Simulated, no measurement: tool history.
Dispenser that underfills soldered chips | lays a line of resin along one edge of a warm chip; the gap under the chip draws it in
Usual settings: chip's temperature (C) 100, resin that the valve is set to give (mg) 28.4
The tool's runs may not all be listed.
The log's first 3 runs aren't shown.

run,hour,chip's temperature (C),resin that the valve is set to give (mg),time until the resin shows at the far edge (s),resin that the valve gave (mg)
# hour 15.2: new syringe of resin
4,18.2,100,28.4,103.8,27.72
# hour 23.5: new syringe of resin
5,26.8,100,28.4,104.0,28.03
# hour 31.0: new syringe of resin
# hour 38.8: new syringe of resin
6,40.4,106,28.4,80.8,27.80
# hour 46.4: new syringe of resin
7,50.1,97,28.4,120.7,27.70
# hour 53.6: new syringe of resin
8,57.0,100,27.9,105.1,27.21
# hour 60.9: new syringe of resin
# hour 67.2: dispensing valve cleaned and set on the balance
# hour 69.4: new syringe of resin
9,71.0,100,27.9,97.5,27.89
# hour 77.1: new syringe of resin
10,77.5,100,27.9,97.0,27.70
11,83.5,100,28.4,117.0,28.09
# hour 84.6: new syringe of resin
# hour 91.8: new syringe of resin
12,91.8,100,28.4,94.8,28.29
# hour 99.7: new syringe of resin
13,102.1,100,28.4,102.5,28.09
# hour 107.6: new syringe of resin
14,112.1,91,28.4,150.5,28.17
# hour 115.2: new syringe of resin
# hour 122.9: new syringe of resin
15,125.2,100,28.4,101.4,28.13
# hour 130.7: new syringe of resin
16,137.3,100,28.4,119.1,27.97
# hour 138.2: new syringe of resin
17,143.8,100,28.4,114.8,27.93
# hour 145.4: new syringe of resin
18,150.3,100,28.4,113.5,27.73

The next listed run, before its measurement:
# hour 153.0: new syringe of resin
# hour 160.6: new syringe of resin
19,160.7,104,24.9,?,?

Run 19 gave time until the resin shows at the far edge (s) 83.8, resin that the valve gave (mg) 24.41.
Without the tool's hidden state the same run would have given time until the resin shows at the far edge (s) 85.3, resin that the valve gave (mg) 24.92.
